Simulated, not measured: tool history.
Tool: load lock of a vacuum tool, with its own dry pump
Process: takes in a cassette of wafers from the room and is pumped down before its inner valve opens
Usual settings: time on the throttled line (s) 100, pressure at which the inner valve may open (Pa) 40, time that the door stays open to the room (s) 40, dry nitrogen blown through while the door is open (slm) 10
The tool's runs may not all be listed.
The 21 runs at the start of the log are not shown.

run	hour	time on the throttled line (s)	pressure at which the inner valve may open (Pa)	time that the door stays open to the room (s)	dry nitrogen blown through while the door is open (slm)	hours that the pump has run since its overhaul	times that the door has closed on its seal	incoming humidity of the room's air, %	time from the closed door until the inner valve may open (s)	rise of the pressure with all valves shut (Pa/min)
22	4520.9	76	63	71	14	8750	14059	45.4	171.7	0.165
23	4800.4	186	40	78	5	9029	15110	45.0	265.8	0.204
24	4990.8	186	40	78	5	9220	15825	45.6	264.6	0.208
25	5169.1	100	42	40	10	9398	16495	45.4	196.9	0.187
26	5434.0	165	40	40	10	9663	17490	45.0	247.4	0.197
27	5620.6	101	44	40	10	9850	18192	46.5	198.2	0.209
28	5825.2	101	72	40	10	10054	18961	45.4	190.2	0.216
29	6014.2	101	30	235	32	10243	19671	48.8	204.3	0.282
30	6292.6	101	49	83	32	10522	20717	44.4	196.3	0.243
31	6473.2	104	39	28	10	10702	21396	45.9	203.4	0.249
32	6647.5	104	39	28	10	10877	22051	46.0	204.3	0.263
33	6895.9	104	39	135	42	11125	22985	44.9	203.9	0.295
34	7033.0	104	39	135	42	11262	23500	46.9	204.9	0.308
35	7152.4	128	39	28	42	11381	23949	45.0	221.7	0.283
36	7403.0	172	40	40	11	11632	24890	44.5	254.9	0.318
37	7657.3	172	40	40	11	11886	25846	44.2	254.3	0.344
38	7896.5	100	62	73	17	12126	26745	43.7	192.9	0.378

Below are 3 alternative next runs, each starting from the tool's condition after run 38. Predict each:
A	8144.7	100	34	77	17	12374	27678	41.4	?	?
B	8144.7	100	40	42	36	12374	27678	47.3	?	?
C	8144.7	100	68	73	5	12374	27678	44.6	?	?

run	time from the closed door until the inner valve may open (s)	rise of the pressure with all valves shut (Pa/min)
A	202.6	0.393
B	201.0	0.365
C	192.6	0.407
Without the tool's hidden state the same runs would have given:
run	time from the closed door until the inner valve may open (s)	rise of the pressure with all valves shut (Pa/min)
A	192.8	0.053
B	191.1	0.029
C	183.8	0.067

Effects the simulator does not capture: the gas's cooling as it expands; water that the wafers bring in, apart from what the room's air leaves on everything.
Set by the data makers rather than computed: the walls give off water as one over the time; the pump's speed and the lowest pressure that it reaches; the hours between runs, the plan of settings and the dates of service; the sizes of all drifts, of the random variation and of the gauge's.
